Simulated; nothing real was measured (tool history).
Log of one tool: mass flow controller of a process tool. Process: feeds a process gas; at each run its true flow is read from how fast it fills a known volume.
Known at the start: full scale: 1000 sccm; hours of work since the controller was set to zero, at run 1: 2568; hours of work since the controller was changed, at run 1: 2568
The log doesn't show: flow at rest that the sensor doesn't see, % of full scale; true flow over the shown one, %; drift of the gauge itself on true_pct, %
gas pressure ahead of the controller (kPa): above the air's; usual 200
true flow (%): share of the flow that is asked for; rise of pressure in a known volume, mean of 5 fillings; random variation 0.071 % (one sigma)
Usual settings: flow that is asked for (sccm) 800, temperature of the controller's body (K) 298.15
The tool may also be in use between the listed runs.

| run | hour | flow that is asked for (sccm) | gas pressure ahead of the controller (kPa) | temperature of the controller's body (K) | hours of work since the controller was set to zero | hours of work since the controller was changed | true flow (%) |
|---|---|---|---|---|---|---|---|
| 1 | 0 | 800 | 200 | 298.15 | 2568 | 2568 | 100.66 |
| 2 | 99.4 | 800 | 200 | 298.15 | 2634 | 2634 | 100.68 |
| 3 | 210.5 | 800 | 200 | 298.15 | 2709 | 2709 | 100.78 |
| 4 | 298.6 | 800 | 200 | 298.15 | 2768 | 2768 | 100.81 |
| 5 | 450.7 | 800 | 200 | 298.15 | 2870 | 2870 | 100.75 |
| 6 | 576 | 800 | 200 | 298.15 | 2954 | 2954 | 100.97 |
| 7 | 655.7 | 800 | 200 | 298.15 | 3008 | 3008 | 100.84 |
| 8 | 772.9 | 800 | 200 | 298.15 | 3086 | 3086 | 100.88 |
| 9 | 932 | 800 | 200 | 298.15 | 3193 | 3193 | 100.86 |
| 10 | 1036.7 | 800 | 200 | 298.15 | 3263 | 3263 | 100.78 |
| 11 | 1167.6 | 800 | 200 | 298.15 | 3351 | 3351 | 100.92 |
| 12 | 1302.7 | 800 | 200 | 298.15 | 3442 | 3442 | 100.94 |
| 13 | 1384.3 | 800 | 200 | 298.15 | 3497 | 3497 | 100.97 |
| 14 | 1509.9 | 286 | 200 | 298.15 | 3581 | 3581 | 101.9 |
| 15 | 1611.9 | 286 | 200 | 298.15 | 3650 | 3650 | 101.91 |
| 16 | 1700.6 | 286 | 200 | 298.15 | 3709 | 3709 | 102 |
| 17 | 1840.8 | 800 | 200 | 298.15 | 3803 | 3803 | 101.07 |
| 18 | 1916.1 | 800 | 200 | 298.15 | 3854 | 3854 | 101.09 |
| 19 | 2022.5 | 800 | 200 | 298.15 | 3925 | 3925 | 101.01 |
| 20 | 2123 | 800 | 200 | 298.15 | 3992 | 3992 | 101.01 |
| 21 | 2240 | 800 | 200 | 298.15 | 4071 | 4071 | 101.22 |
| 22 | 2364.6 | 296 | 200 | 298.15 | 4155 | 4155 | 102.25 |
| 23 | 2437.9 | 262 | 200 | 298.15 | 4204 | 4204 | 102.73 |
| 24 | 2504.9 | 262 | 200 | 298.15 | 4249 | 4249 | 102.54 |
| 25 | 2581.9 | 833 | 234 | 311.15 | 4300 | 4300 | 99.9 |
| 26 | 2668.7 | 507 | 234 | 311.15 | 4359 | 4359 | 100.28 |
| 27 | 2743.3 | 248 | 167 | 298.15 | 4409 | 4409 | 103.12 |
| 28 | 2887.9 | 248 | 167 | 298.15 | 4506 | 4506 | 103.37 |
| 29 | 3026.4 | 248 | 167 | 298.15 | 4599 | 4599 | 103.43 |
| 30 | 3177.3 | 114 | 200 | 302.15 | 4700 | 4700 | 106.77 |
| 31 | 3259.8 | 800 | 187 | 298.15 | 4755 | 4755 | 101.36 |
| 32 | 3417 | 800 | 187 | 298.15 | 4861 | 4861 | 101.52 |
| 33 | 3561.4 | 837 | 220 | 306.15 | 4958 | 4958 | 100.7 |
|  | 3647.3 | controller's zero set anew |
| 34 | 3647.3 | 583 | 209 | 298.15 | 0 | 5015 | 100.11 |
| 35 | 3712.7 | 456 | 176 | 295.15 | 44 | 5059 | 100.39 |
| 36 | 3845.5 | 591 | 217 | 295.15 | 133 | 5148 | 100.29 |
| 37 | 3980 | 294 | 149 | 303.15 | 223 | 5238 | 99.95 |
| 38 | 4079.4 | 119 | 276 | 298.15 | 290 | 5305 | 99.71 |
| 39 | 4149 | 872 | 174 | 310.15 | 337 | 5352 | 99.68 |
| 40 | 4258.9 | 800 | 280 | 298.15 | 410 | 5426 | 99.87 |
| 41 | 4371.5 | 800 | 200 | 302.15 | 486 | 5501 | 100.07 |
| 42 | 4469.8 | 800 | 160 | 296.15 | 552 | 5567 | 100.86 |
| 43 | 4565.5 | 398 | 167 | 296.15 | 616 | 5631 | 100.6 |
| 44 | 4705 | 242 | 178 | 300.15 | 710 | 5725 | 100.27 |
| 45 | 4783.9 | 800 | 258 | 298.15 | 763 | 5778 | 100.04 |
| 46 | 4871 | 129 | 203 | 294.15 | 821 | 5836 | 101.35 |
| 47 | 4985 | 268 | 163 | 297.15 | 898 | 5913 | 100.7 |

Forecast each of these 5 alternatives for the next run:
| A | 5063.9 | 179 | 163 | 296.15 | 951 | 5966 | ? |
| B | 5063.9 | 760 | 208 | 308.15 | 951 | 5966 | ? |
| C | 5063.9 | 268 | 154 | 297.15 | 951 | 5966 | ? |
| D | 5063.9 | 349 | 271 | 296.15 | 951 | 5966 | ? |
| E | 5063.9 | 404 | 163 | 297.15 | 951 | 5966 | ? |

| run | true flow (%) |
|---|---|
| A | 101.25 |
| B | 99.78 |
| C | 100.98 |
| D | 100.14 |
| E | 100.76 |
Without the tool's hidden state the same runs would have given:
| run | true flow (%) |
|---|---|
| A | 99.66 |
| B | 98.97 |
| C | 99.73 |
| D | 99.05 |
| E | 99.74 |
